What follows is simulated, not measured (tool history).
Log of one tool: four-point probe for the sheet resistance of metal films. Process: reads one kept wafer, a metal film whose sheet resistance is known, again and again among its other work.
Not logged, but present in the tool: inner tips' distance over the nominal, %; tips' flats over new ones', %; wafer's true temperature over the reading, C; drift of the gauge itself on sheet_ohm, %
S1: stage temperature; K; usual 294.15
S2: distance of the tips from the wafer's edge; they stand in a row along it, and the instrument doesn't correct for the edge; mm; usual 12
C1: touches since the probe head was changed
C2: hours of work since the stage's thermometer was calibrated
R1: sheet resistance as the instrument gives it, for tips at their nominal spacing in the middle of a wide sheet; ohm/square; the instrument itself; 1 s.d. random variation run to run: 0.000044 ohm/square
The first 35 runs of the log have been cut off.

{"run": 36, "day": 110.971, "S1": 303.15, "S2": 9, "C1": 69003, "C2": 248, "R1": 0.221769}
{"run": 37, "day": 113.817, "S1": 298.15, "S2": 5, "C1": 70371, "C2": 286, "R1": 0.222756}
{"run": 38, "day": 116.4, "S1": 291.15, "S2": 7, "C1": 71614, "C2": 321, "R1": 0.221187}
{"run": 39, "day": 119.629, "S1": 302.15, "S2": 71, "C1": 73167, "C2": 364, "R1": 0.221139}
{"run": 40, "day": 122.888, "S1": 304.15, "S2": 3, "C1": 74734, "C2": 408, "R1": 0.226579}
{"run": 41, "day": 125.758, "S1": 305.15, "S2": 4, "C1": 76115, "C2": 447, "R1": 0.224437}
{"run": 42, "day": 128.242, "S1": 302.15, "S2": 5, "C1": 77311, "C2": 481, "R1": 0.223039}
{"run": 43, "day": 132.104, "S1": 294.15, "S2": 5, "C1": 79169, "C2": 533, "R1": 0.222504}
{"run": 44, "day": 134.258, "S1": 302.15, "S2": 7, "C1": 80205, "C2": 562, "R1": 0.222364}
{"run": 45, "day": 137.975, "S1": 298.15, "S2": 4, "C1": 81993, "C2": 612, "R1": 0.223901}

What if the next run were any one of these 3? Each begins from the tool's condition after run 45:
{"run": "A", "day": 141.917, "S1": 303.15, "S2": 15, "C1": 83890, "C2": 665, "R1": "?"}
{"run": "B", "day": 141.917, "S1": 296.15, "S2": 12, "C1": 83890, "C2": 665, "R1": "?"}
{"run": "C", "day": 141.917, "S1": 294.15, "S2": 66, "C1": 83890, "C2": 665, "R1": "?"}

run=A R1=0.221679
run=B R1=0.221194
run=C R1=0.220664
Had the tool no hidden state, the same runs would have come out as:
run=A R1=0.22047
run=B R1=0.219989
run=C R1=0.219463
